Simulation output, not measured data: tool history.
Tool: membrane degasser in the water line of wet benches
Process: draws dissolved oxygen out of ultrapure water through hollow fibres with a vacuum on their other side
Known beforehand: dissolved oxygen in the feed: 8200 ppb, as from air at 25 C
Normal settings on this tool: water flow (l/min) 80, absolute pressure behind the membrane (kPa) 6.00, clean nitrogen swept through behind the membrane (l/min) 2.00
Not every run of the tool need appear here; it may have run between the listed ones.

run	hour	water flow (l/min)	absolute pressure behind the membrane (kPa)	clean nitrogen swept through behind the membrane (l/min)	dissolved oxygen in the water behind the degasser (ppb)	pressure that the water loses in the fibres (kPa)
1	0.0	80	6.00	2.00	347.0	56.96
2	187.4	80	6.00	2.00	345.0	57.01
3	440.0	80	6.00	2.00	347.3	57.25
4	655.5	80	6.00	2.00	350.7	57.40
5	814.9	80	6.00	2.00	348.4	57.46
6	981.3	80	6.00	2.00	347.5	57.57
# hour 1043.1: vacuum gauge calibrated
7	1201.5	80	6.00	2.00	372.8	57.59
8	1344.0	80	6.00	2.00	380.0	57.70
9	1558.7	80	6.00	2.00	374.6	57.60
10	1675.9	80	6.00	2.00	382.3	57.91
11	1876.4	80	6.00	2.00	378.8	57.91
12	2095.9	62	4.30	2.49	147.2	45.13
13	2211.9	62	4.30	2.49	144.5	44.81
# hour 2341.5: vacuum gauge calibrated, once more
14	2380.4	62	4.30	2.49	98.4	44.81
15	2515.7	120	10.43	1.87	1034.7	87.32
16	2714.3	80	3.81	2.00	153.1	58.09
17	2952.9	53	3.81	1.55	66.1	38.54
# hour 3000.4: seals of the vacuum lines changed
18	3155.3	53	3.81	1.55	67.6	38.60
19	3263.0	52	5.95	1.55	213.4	37.97
20	3523.1	86	14.55	1.07	1415.9	62.75
21	3780.2	107	10.53	1.13	1200.9	78.85
22	4018.3	107	10.53	1.13	1212.4	78.31

For each run, the measured value with the value that run would have given without the tool's hidden condition subtracted. The run-to-run variation is shared by both, the gauge scatter possibly not:
The hidden state here: membrane still open, %; true pressure behind the membrane over the reading, kPa; air that leaks in behind the membrane, l/min; drift of the gauge itself on oxygen_ppb, %; drift of the gauge itself on loss_of_pressure_kpa, %.
run	dissolved oxygen in the water behind the degasser (ppb)	pressure that the water loses in the fibres (kPa)
1	+36.7	+0.37
2	+37.7	+0.44
3	+39.6	+0.53
4	+41.5	+0.63
5	+42.3	+0.70
6	+43.2	+0.78
7	+67.7	+0.87
8	+69.9	+0.92
9	+70.3	+1.02
10	+72.3	+1.08
11	+73.0	+1.15
12	+51.8	+0.97
13	+51.3	+1.01
14	+5.6	+1.07
15	+22.3	+2.16
16	+13.7	+1.51
17	+6.5	+1.06
18	+7.6	+1.12
19	+7.7	+1.13
20	+20.1	+2.00
21	+34.0	+2.66
22	+37.3	+2.78

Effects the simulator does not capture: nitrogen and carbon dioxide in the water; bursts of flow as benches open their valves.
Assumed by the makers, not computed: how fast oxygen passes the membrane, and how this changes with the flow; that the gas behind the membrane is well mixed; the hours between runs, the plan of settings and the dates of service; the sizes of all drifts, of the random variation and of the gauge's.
